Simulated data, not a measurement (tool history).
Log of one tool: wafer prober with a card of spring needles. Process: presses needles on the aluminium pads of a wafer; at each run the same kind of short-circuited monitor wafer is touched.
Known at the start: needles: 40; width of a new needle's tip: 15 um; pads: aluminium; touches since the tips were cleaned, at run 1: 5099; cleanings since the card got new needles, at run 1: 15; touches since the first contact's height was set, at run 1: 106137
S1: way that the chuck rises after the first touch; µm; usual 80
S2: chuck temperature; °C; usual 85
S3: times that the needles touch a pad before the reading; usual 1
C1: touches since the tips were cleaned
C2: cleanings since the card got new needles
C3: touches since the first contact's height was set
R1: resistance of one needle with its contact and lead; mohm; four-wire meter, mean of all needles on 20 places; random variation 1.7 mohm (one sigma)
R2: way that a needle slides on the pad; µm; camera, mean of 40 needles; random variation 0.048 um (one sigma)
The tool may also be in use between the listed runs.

run 1 hour=0 | S1=80 S2=85 S3=1 | C1=5099 C2=15 C3=106137 | R1=194 R2=16.37
-- hour=2.2 tips cleaned on abrasive film
run 2 hour=13.1 | S1=80 S2=85 S3=1 | C1=5574 C2=16 C3=112813 | R1=202 R2=16.27
-- hour=14.6 tips cleaned on abrasive film
-- hour=27.6 tips cleaned on abrasive film
run 3 hour=37.2 | S1=80 S2=85 S3=1 | C1=4912 C2=18 C3=125092 | R1=196 R2=16.18
-- hour=41.1 tips cleaned on abrasive film
-- hour=54.2 tips cleaned on abrasive film
run 4 hour=59.3 | S1=80 S2=85 S3=1 | C1=2620 C2=20 C3=136388 | R1=189 R2=16.18
-- hour=67.9 tips cleaned on abrasive film
-- hour=81.4 tips cleaned on abrasive film
run 5 hour=86.4 | S1=80 S2=85 S3=1 | C1=2532 C2=22 C3=150170 | R1=193 R2=16.05
-- hour=95.4 tips cleaned on abrasive film
run 6 hour=100.2 | S1=80 S2=103 S3=1 | C1=2466 C2=23 C3=157217 | R1=195 R2=16.06
-- hour=108.9 tips cleaned on abrasive film
-- hour=121.7 tips cleaned on abrasive film
run 7 hour=126.8 | S1=80 S2=85 S3=1 | C1=2618 C2=25 C3=170814 | R1=192 R2=16
-- hour=131.7 height of the first contact set anew
-- hour=135.1 tips cleaned on abrasive film
-- hour=147.2 tips cleaned on abrasive film
run 8 hour=148.8 | S1=80 S2=85 S3=1 | C1=819 C2=27 C3=8686 | R1=185 R2=16.65
-- hour=160.5 tips cleaned on abrasive film
run 9 hour=160.9 | S1=80 S2=85 S3=1 | C1=209 C2=28 C3=14838 | R1=178 R2=16.39
-- hour=173.8 tips cleaned on abrasive film
run 10 hour=183.8 | S1=80 S2=85 S3=1 | C1=5165 C2=29 C3=26586 | R1=195 R2=16.49
-- hour=186.9 tips cleaned on abrasive film
-- hour=201 tips cleaned on abrasive film
run 11 hour=203 | S1=72 S2=85 S3=1 | C1=1034 C2=31 C3=36363 | R1=189 R2=14.73
-- hour=213.6 tips cleaned on abrasive film
run 12 hour=224.2 | S1=85 S2=30 S3=1 | C1=5448 C2=32 C3=47210 | R1=183 R2=17.48
-- hour=226.3 tips cleaned on abrasive film
-- hour=239 tips cleaned on abrasive film
run 13 hour=247.6 | S1=85 S2=30 S3=3 | C1=4404 C2=34 C3=59097 | R1=172 R2=17.45
-- hour=252.3 tips cleaned on abrasive film
-- hour=265.3 tips cleaned on abrasive film
run 14 hour=272 | S1=80 S2=85 S3=1 | C1=3456 C2=36 C3=71567 | R1=193 R2=16.34
-- hour=278.3 tips cleaned on abrasive film
run 15 hour=284.4 | S1=83 S2=85 S3=1 | C1=3142 C2=37 C3=77891 | R1=189 R2=16.92
-- hour=291.3 tips cleaned on abrasive film
-- hour=304.3 tips cleaned on abrasive film
run 16 hour=306 | S1=83 S2=85 S3=1 | C1=851 C2=39 C3=88867 | R1=186 R2=16.98
-- hour=317.6 tips cleaned on abrasive film
run 17 hour=319.3 | S1=83 S2=85 S3=1 | C1=848 C2=40 C3=95652 | R1=187 R2=16.91
-- hour=330.4 tips cleaned on abrasive film
run 18 hour=340.1 | S1=83 S2=54 S3=3 | C1=4987 C2=41 C3=106297 | R1=177 R2=16.96

Hidden state or all else? Some run-to-run changes of R1, split into what the settings, what came in and random variation would give without the hidden state, and what is left for the hidden state (with any gauge scatter that isn't in both results):
The hidden state here: debris on the tips, nm; way that the needles fall short of the set height, um; tips' diameter, um; drift of the gauge itself on contact_mohm, %; drift of the gauge itself on scrub_um, %.
Run 9 -> 10: tips cleaned on abrasive film. R1 +17 mohm: hidden state +18, all else -1.
Run 13 -> 14: S1 85 -> 80, S2 30 -> 85, S3 3 -> 1, tips cleaned on abrasive film, tips cleaned on abrasive film. R1 +21 mohm: hidden state +9, all else +12.

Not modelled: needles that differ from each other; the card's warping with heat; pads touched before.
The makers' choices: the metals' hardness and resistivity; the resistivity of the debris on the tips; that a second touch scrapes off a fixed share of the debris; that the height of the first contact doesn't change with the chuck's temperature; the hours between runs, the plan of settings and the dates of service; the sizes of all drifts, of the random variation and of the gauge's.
